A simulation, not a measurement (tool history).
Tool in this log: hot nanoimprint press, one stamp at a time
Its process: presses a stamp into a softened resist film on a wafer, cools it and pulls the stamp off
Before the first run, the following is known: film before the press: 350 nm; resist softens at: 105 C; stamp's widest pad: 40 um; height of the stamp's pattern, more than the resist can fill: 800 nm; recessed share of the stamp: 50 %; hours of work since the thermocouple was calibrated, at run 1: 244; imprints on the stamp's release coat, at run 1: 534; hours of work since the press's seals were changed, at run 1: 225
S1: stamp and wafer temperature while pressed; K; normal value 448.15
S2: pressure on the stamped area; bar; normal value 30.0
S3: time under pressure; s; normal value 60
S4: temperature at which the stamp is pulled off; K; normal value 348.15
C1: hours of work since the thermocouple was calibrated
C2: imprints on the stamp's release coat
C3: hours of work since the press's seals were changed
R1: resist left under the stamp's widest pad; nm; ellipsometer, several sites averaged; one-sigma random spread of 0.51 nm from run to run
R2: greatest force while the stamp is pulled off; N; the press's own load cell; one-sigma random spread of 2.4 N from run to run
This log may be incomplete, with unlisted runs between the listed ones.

run   hour      S1    S2  S3      S4   C1    C2   C3     R1   R2
  1    0.0  448.15  30.0  60  348.15  244   534  225  174.8  114
  2   10.1  448.15  30.0  60  348.15  251   560  232  174.8  118
  3   21.8  448.15  30.0  60  348.15  259   590  240  174.0  116
  4   31.3  448.15  30.0  60  348.15  265   614  247  174.0  120
  5   38.2  448.15  30.0  60  348.15  270   632  252  173.6  120
  6   47.7  448.15  30.0  60  348.15  277   657  258  174.0  120
  7   59.8  448.15  25.7  60  348.15  285   688  267  185.4  124
  8   70.8  448.15  25.7  60  348.15  293   716  274  185.7  124
  9   76.9  448.15  25.7  60  348.15  297   732  279  185.2  119
 10   87.1  448.15  25.7  60  348.15  304   758  286  184.8  122
 11   97.2  448.15  25.7  60  348.15  311   785  293  184.8  130
 12  105.3  448.15  25.7  60  348.15  317   806  298  184.4  124
 13  114.0  448.15  25.7  60  348.15  323   828  304  185.0  125
 14  124.9  448.15  25.7  60  348.15  330   856  312  185.8  130
 15  131.9  448.15  25.7  60  348.15  335   874  317  184.7  125
 16  137.6  448.15  41.6  60  342.15  339   889  321  149.9  147
 17  144.5  439.15  48.0  48  340.15  344   907  325  231.2  150
 18  154.5  439.15  48.0  48  340.15  351   933  332  232.8  155
 19  164.2  439.15  48.0  48  340.15  358   958  339  231.8  157
 20  172.5  448.15  30.0  44  349.15  363   979  345  191.0  129
 21  178.0  458.15  39.5  53  347.15  367   993  349   96.7  131
 22  189.4  458.15  34.0  53  350.15  375  1023  357  104.1  125
 23  201.6  458.15  45.2  53  350.15  383  1054  365   89.9  128
 24  207.9  458.15  45.2  53  350.15  388  1070  369   90.3  122
 25  213.7  448.15  36.9  60  348.15  392  1085  373  157.0  130
 26  224.0  453.15  27.3  60  348.15  399  1112  381  141.3  130
 27  232.3  448.15  35.3  60  348.15  405  1133  386  159.4  134
 28  244.5  448.15  35.3  60  348.15  413  1165  395  160.3  133
 29  251.8  448.15  38.7  60  348.15  418  1184  400  152.6  135
     263.0  -- plate thermocouple calibrated
 30  265.1  448.15  46.7  74  348.15    1  1210  407  138.6  137

A few steps of R1 between consecutive runs. Split each: what settings, incoming material and random variation would produce without the hidden state, and what is left over for the hidden state, along with gauge scatter present in only one of the two compared results (measured, and without hidden state):
Hidden state present: true temperature over the reading, C; pressure that arrives at the usual setting, %; grip of the stamp's worn release coat, % over a new coat's; drift of the gauge itself on residual_nm, %; drift of the gauge itself on pull_off_n, %.
Run 16 -> 17: S1 448.15 -> 439.15, S2 41.6 -> 48.0, S3 60 -> 48, S4 342.15 -> 340.15. R1 +81.3 nm: hidden state -1.2, all else +82.5.
Run 20 -> 21: S1 448.15 -> 458.15, S2 30.0 -> 39.5, S3 44 -> 53, S4 349.15 -> 347.15. R1 -94.3 nm: hidden state +3.5, all else -97.8.
Run 24 -> 25: S1 458.15 -> 448.15, S2 45.2 -> 36.9, S3 53 -> 60, S4 350.15 -> 348.15. R1 +66.7 nm: hidden state -3.3, all else +70.0.
Run 29 -> 30: S2 38.7 -> 46.7, S3 60 -> 74, plate thermocouple calibrated. R1 -14.0 nm: hidden state +10.6, all else -24.6.

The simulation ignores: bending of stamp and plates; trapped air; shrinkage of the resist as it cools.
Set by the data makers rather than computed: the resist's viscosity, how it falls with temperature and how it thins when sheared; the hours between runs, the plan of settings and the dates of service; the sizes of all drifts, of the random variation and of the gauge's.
